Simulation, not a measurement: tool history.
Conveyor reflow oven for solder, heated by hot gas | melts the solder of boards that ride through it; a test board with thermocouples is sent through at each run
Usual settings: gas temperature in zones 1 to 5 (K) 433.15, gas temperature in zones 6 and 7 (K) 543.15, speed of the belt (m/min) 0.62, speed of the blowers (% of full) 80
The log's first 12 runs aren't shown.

run,hour,gas temperature in zones 1 to 5 (K),gas temperature in zones 6 and 7 (K),speed of the belt (m/min),speed of the blowers (% of full),hours of work since the flux was cleaned out,hours of work since the belt drive was overhauled,hours of work since the thermocouples were changed,highest temperature of the board (K),time above the solder's melting point (s)
13,332.5,433.15,543.15,0.62,80,75,66,605,528.25,56.1
14,361.8,433.15,543.15,0.62,80,91,83,621,528.25,55.8
# hour 402: belt drive overhauled, speed set with a stopwatch, once more
15,403.6,433.15,543.15,0.62,80,113,1,643,528.25,55.3
16,426.3,433.15,543.15,0.674,59,126,14,656,519.05,42
17,448.4,433.15,543.15,0.674,59,139,27,669,518.95,42.1
18,484.6,433.15,543.15,0.674,59,159,47,689,519.05,41.7
19,514.7,442.15,535.15,0.696,80,177,65,707,518.45,44.4
20,535.2,442.15,535.15,0.696,80,189,76,719,518.25,43.8
21,561.7,421.15,539.15,0.661,86,204,92,734,520.65,43.1
22,602.3,426.15,539.15,0.706,86,227,115,757,518.55,39.5
23,618.9,433.15,540.15,0.621,80,237,124,767,524.45,52.6
24,636.1,433.15,540.15,0.621,80,246,134,776,525.05,52.3
25,669.4,439.15,552.15,0.62,54,266,153,796,528.65,56.1
26,695.9,436.15,543.15,0.62,80,281,169,811,527.15,55.4
# hour 730.7: flux residue cleaned out of gas plates and filters
27,732,436.15,541.15,0.682,81,1,186,829,526.15,50
28,761.8,436.15,541.15,0.682,81,18,204,846,526.65,49.6
29,778.3,433.15,543.15,0.559,80,27,213,855,533.55,66.3
30,812.7,433.15,543.15,0.559,80,47,233,875,533.65,66.7

5 ways to go on from here, each from the tool as it stands after run 30. What would each give?
A,833.4,433.15,543.15,0.62,57,59,245,887,?,?
B,833.4,433.15,543.15,0.559,75,59,245,887,?,?
C,833.4,433.15,543.15,0.604,80,59,245,887,?,?
D,833.4,433.15,533.15,0.629,68,59,245,887,?,?
E,833.4,425.15,543.15,0.65,81,59,245,887,?,?

run,highest temperature of the board (K),time above the solder's melting point (s)
A,524.15,50.9
B,531.85,65.2
C,530.95,59.9
D,518.05,46.8
E,527.25,50
Without the tool's hidden state the same runs would have given:
run,highest temperature of the board (K),time above the solder's melting point (s)
A,521.65,48.9
B,529.15,63.4
C,528.35,58.2
D,515.45,44.5
E,524.75,48.3
